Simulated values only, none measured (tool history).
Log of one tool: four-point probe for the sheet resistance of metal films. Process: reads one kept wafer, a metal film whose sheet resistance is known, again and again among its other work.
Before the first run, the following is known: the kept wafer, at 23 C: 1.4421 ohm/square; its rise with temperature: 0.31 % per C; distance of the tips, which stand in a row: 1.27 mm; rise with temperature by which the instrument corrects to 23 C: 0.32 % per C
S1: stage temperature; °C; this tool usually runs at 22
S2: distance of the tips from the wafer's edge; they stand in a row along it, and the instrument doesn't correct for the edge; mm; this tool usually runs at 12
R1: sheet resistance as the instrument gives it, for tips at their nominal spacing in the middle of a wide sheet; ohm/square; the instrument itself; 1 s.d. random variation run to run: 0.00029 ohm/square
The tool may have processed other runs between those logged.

run     day  S1  S2        R1
  1       0  22  12  1.451779
  2   0.746  22  12  1.451964
  3   1.688  22  12  1.451662
  4   2.483  19  12  1.452189
  5   2.912  22  12  1.451798
  6   3.683  22  12  1.451544
  7   4.254  33  12   1.45094
  8   4.738  33  11  1.452799
  9   5.596  21  11  1.453088
 10   6.333  21  11   1.45261
 11   6.783  21  11  1.453261
 12   7.546  21  11  1.452949
 13   8.462  21  11  1.453061
 14   9.021  21  11  1.452819
 15   9.446  21  11  1.452758
 16   9.904  21  11  1.452163
 17  10.896  22  12  1.450893
 18  11.329  22  12  1.451211
 19  11.762  22   6  1.476462
 20  12.683  29  19  1.445212
 21  13.438  29  19  1.445009
 22  14.075  31  12   1.45011
 23  14.746  20  23  1.444106
 24    15.2  25  18  1.445104
     15.308  -- stage's thermometer calibrated
 25  16.062  31  25   1.44333
 26  16.512  30  25  1.443901
     17.312  -- stage's thermometer calibrated, once more
 27   17.35  21  34  1.442457
 28  18.021  22   6  1.475508
 29  18.904  34   9  1.455428
 30  19.458  34  13  1.447771
 31  20.254  25   3  1.566523
 32  20.892  31   3  1.566238
 33  21.829  31   3  1.566298
 34  22.417  31   3  1.565536
 35  22.967  20   4  1.514984
 36  23.942  27   5  1.489332

A few steps of R1 between consecutive runs. Split each: what settings, incoming material and random variation would produce without the hidden state, and what is left over for the hidden state, along with gauge scatter present in only one of the two compared results (measured, and without hidden state):
What the log doesn't record here: inner tips' distance over the nominal, %; tips' flats over new ones', %; wafer's true temperature over the reading, C; drift of the gauge itself on sheet_ohm, %.
Run 24 -> 25: S1 25 -> 31, S2 18 -> 25, stage's thermometer calibrated. R1 -0.001774 ohm/square: hidden state +0.000129, all else -0.001903.
Run 26 -> 27: S1 30 -> 21, S2 25 -> 34, stage's thermometer calibrated, once more. R1 -0.001444 ohm/square: hidden state -0.000477, all else -0.000967.
Run 27 -> 28: S1 21 -> 22, S2 34 -> 6. R1 +0.033051 ohm/square: hidden state -0.000082, all else +0.033133.
Run 30 -> 31: S1 34 -> 25, S2 13 -> 3. R1 +0.118752 ohm/square: hidden state -0.000157, all else +0.118909.
Run 34 -> 35: S1 31 -> 20, S2 3 -> 4. R1 -0.050552 ohm/square: hidden state +0, all else -0.050552.
